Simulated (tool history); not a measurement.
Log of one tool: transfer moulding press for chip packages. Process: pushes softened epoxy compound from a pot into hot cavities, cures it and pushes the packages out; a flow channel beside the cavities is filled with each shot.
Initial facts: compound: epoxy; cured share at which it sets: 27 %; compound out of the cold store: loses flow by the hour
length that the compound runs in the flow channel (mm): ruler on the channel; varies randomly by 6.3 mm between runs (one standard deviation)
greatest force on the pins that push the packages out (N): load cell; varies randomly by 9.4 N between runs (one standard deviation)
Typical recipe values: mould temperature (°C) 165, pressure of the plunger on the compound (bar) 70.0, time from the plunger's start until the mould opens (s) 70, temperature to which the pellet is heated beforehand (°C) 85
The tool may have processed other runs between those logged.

| run | day | mould temperature (°C) | pressure of the plunger on the compound (bar) | time from the plunger's start until the mould opens (s) | temperature to which the pellet is heated beforehand (°C) | incoming compound's hours out of the cold store | length that the compound runs in the flow channel (mm) | greatest force on the pins that push the packages out (N) |
|---|---|---|---|---|---|---|---|---|
| 1 | 0.000 | 165 | 70.0 | 70 | 85 | 19.0 | 738 | 801 |
| 2 | 0.388 | 165 | 70.0 | 70 | 85 | 33.2 | 691 | 824 |
| 3 | 0.921 | 165 | 70.0 | 70 | 85 | 21.3 | 726 | 857 |
| 4 | 1.300 | 165 | 70.0 | 50 | 85 | 27.7 | 708 | 1810 |
| 5 | 2.033 | 165 | 70.0 | 50 | 85 | 17.9 | 731 | 1929 |
| 6 | 2.658 | 165 | 83.1 | 70 | 85 | 11.8 | 907 | 918 |
| 7 | 3.258 | 165 | 83.1 | 70 | 85 | 23.8 | 848 | 917 |
| 8 | 3.754 | 160 | 70.0 | 70 | 85 | 31.8 | 742 | 1204 |
| 9 | 4.142 | 169 | 85.5 | 97 | 77 | 18.7 | 871 | 694 |
| 10 | 4.675 | 171 | 85.5 | 97 | 77 | 36.4 | 792 | 688 |
| 11 | 5.321 | 160 | 70.0 | 70 | 84 | 9.7 | 847 | 1247 |
| 12 | 6.088 | 168 | 70.0 | 69 | 78 | 26.4 | 756 | 416 |
| 13 | 6.592 | 168 | 85.6 | 104 | 92 | 16.9 | 877 | 435 |
| 14 | 7.179 | 165 | 83.2 | 58 | 85 | 29.5 | 805 | 1008 |
| 15 | 7.962 | 165 | 83.2 | 58 | 85 | 17.3 | 872 | 1197 |

Between the runs listed above, the log contained 4 entries, not reproduced here. Where in the sequence does each belong, and how does what the log doesn't record of the tool's condition differ from the listed run before to the listed run after?
Logged between run 5 and run 6: cavities cleaned with cleaning compound and waxed (day 2.158); plunger's sealing rings changed (day 2.529)
  true mould temperature over the reading, C: 0.52 -> 0.53; pressure that reaches the compound, % of what is set: 84.2 -> 99.65; grip of the stained cavities, % over clean ones': 104.4 -> 114.9
  difference, measured minus the result without the unlogged condition, length that the compound runs in the flow channel (mm): -66 -> -2; greatest force on the pins that push the packages out (N): +955 -> +480
Logged between run 11 and run 12: cavities cleaned with cleaning compound and waxed (day 6.042)
  true mould temperature over the reading, C: 0.59 -> 0.61; pressure that reaches the compound, % of what is set: 97.7 -> 97.17; grip of the stained cavities, % over clean ones': 109.9 -> 6.6
  difference, measured minus the result without the unlogged condition, length that the compound runs in the flow channel (mm): -11 -> -12; greatest force on the pins that push the packages out (N): +626 -> +17
Logged between run 12 and run 13: cavities cleaned with cleaning compound and waxed, once more (day 6.250)
  true mould temperature over the reading, C: 0.61 -> 0.62; pressure that reaches the compound, % of what is set: 97.17 -> 96.84; grip of the stained cavities, % over clean ones': 6.6 -> 29.1
  difference, measured minus the result without the unlogged condition, length that the compound runs in the flow channel (mm): -12 -> -15; greatest force on the pins that push the packages out (N): +17 -> +96

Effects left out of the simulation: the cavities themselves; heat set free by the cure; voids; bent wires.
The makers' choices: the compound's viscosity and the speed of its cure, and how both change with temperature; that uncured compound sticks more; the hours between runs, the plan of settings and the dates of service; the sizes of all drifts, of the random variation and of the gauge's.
